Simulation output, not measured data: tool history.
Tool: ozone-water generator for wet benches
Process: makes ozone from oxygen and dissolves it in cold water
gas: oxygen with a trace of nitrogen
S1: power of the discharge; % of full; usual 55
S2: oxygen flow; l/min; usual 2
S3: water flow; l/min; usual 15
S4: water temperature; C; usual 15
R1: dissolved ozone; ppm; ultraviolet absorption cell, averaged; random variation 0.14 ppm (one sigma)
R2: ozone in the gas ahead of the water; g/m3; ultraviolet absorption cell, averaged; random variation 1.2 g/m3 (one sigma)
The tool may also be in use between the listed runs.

run	hour	S1	S2	S3	S4	R1	R2
1	0	55	2	15	15	13.6	194.1
2	140.2	55	2	15	15	13.8	193.9
3	293.7	55	2	15	13	13.8	192.8
4	401.8	55	2	15	13	13.4	191.2
5	525.3	55	2	15	7	14.2	188.1
# hour 539.5: water thermometer calibrated
6	653.4	55	2	15	15	13.2	190.6
7	786.7	45	2	15	15	11.6	163.2
8	897.9	41	2	15	15	10.9	154
9	1015.6	55	2	15	15	13.1	187.6
10	1108.5	55	2	15	15	13.2	187.8
11	1204.5	53	2	15	15	12.7	182.9
12	1298.1	55	2	15	15	12.9	187.4
13	1393.7	55	2	15	15	12.8	187.2
14	1540	55	2	15	15	13	188.2
15	1682.8	55	2	15	15	12.8	185.7
16	1840.6	55	2	15	15	12.9	185
17	1960.6	41	1.36	17	15	8.7	193
18	2029.4	41	2.1	17	15	9.4	147.2
19	2159.8	41	2.1	17	15	9.2	146.5
20	2236.6	41	2.1	17	15	9.1	144
21	2378.4	56	1.27	15	15	11.7	247.8
22	2535.6	55	1.09	15	8	11.9	268.2
23	2673.3	50	1.25	15	8	11.3	229.4
24	2825.5	43	2	15	15	10.3	154.3
25	2954.2	55	1.71	16	12	11.5	198.6
26	3033.8	54	1.71	16	13	11.1	194.3
27	3101.9	55	3.03	15	12	12.6	136.6
28	3176.7	55	1.59	18	15	10	206.6
29	3276	68	1.59	12	15	16.3	234.5
30	3439.3	86	1.59	12	14	19	274.2
31	3523.2	86	1.59	12	14	19.2	271.8
# hour 3560: contactor cleaned
32	3649.7	86	1.59	12	14	20.9	271.6

Forecast each of these 3 alternatives for the next run:
A	3794.7	49	2.39	12	14	?	?
B	3794.7	48	2	14	21	?	?
C	3794.7	55	2	12	15	?	?

run	R1	R2
A	14.7	142.8
B	11.8	160.3
C	15.6	176.8
Without the tool's hidden state the same runs would have given:
run	R1	R2
A	18.2	176.4
B	14.6	197
C	19.9	223.6
